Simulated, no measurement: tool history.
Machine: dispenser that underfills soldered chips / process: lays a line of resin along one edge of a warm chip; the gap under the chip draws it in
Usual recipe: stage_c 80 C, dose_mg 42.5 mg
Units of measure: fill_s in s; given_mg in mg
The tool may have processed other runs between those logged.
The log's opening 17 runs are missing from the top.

run   hour  stage_c  dose_mg  hours of work since the syringe was changed  hours of work since the valve was cleaned  hours of work since the stage was calibrated  fill_s  given_mg
      76.6  -- new syringe of resin
 18   80.3       80     42.5                                            2                                         76                                            56   246.1     39.52
 19   85.9       80     42.5                                            6                                         79                                            59   307.4     39.45
 20   92.1       69     52.6                                           10                                         83                                            63   575.3     48.77
      95.8  -- new syringe of resin
 21   97.0       68     52.7                                            1                                         86                                            66   310.1     48.70
 22  100.2       92     41.4                                            3                                         88                                            68   166.4     37.96
 23  105.5       72     41.8                                            6                                         91                                            71   410.0     38.17
 24  110.6       80     46.4                                            9                                         94                                            74   390.5     42.44
     114.8  -- new syringe of resin
 25  114.8       83     39.2                                            0                                         97                                            77   189.7     35.68
 26  118.5       85     42.5                                            2                                         99                                            79   203.2     38.84
 27  122.4       67     48.0                                            5                                        102                                            81   445.9     43.39
 28  127.0       82     44.0                                            8                                        104                                            84   326.2     40.11
 29  129.9       91     50.7                                            9                                        106                                            86   272.8     46.12
     133.9  -- new syringe of resin
 30  136.5       67     50.4                                            2                                        110                                            90   348.8     45.47
     142.3  -- dispensing valve cleaned and set on the balance
 31  142.9       67     45.7                                            5                                          0                                            93   446.4     45.37
 32  149.6       67     45.7                                            9                                          5                                            98   591.7     45.69
     154.0  -- new syringe of resin
 33  155.5       79     48.1                                            1                                          8                                           101   219.2     48.04
 34  158.9       79     46.9                                            3                                         10                                           103   255.1     46.28
 35  162.1       88     46.9                                            5                                         12                                           105   217.4     46.34

Below are 3 alternative next runs, each starting from the tool's condition after run 35. Predict each:
  A  167.6       88     45.5                                            8                                         16                                           109       ?         ?
  B  167.6       78     46.0                                            8                                         16                                           109       ?         ?
  C  167.6       79     44.9                                            8                                         16                                           109       ?         ?

run  fill_s  given_mg
  A   280.5     44.44
  B   388.3     45.10
  C   371.6     43.83
Without the tool's unlogged condition, the same runs would have read:
run  fill_s  given_mg
  A   156.9     45.17
  B   217.4     45.84
  C   208.1     44.56
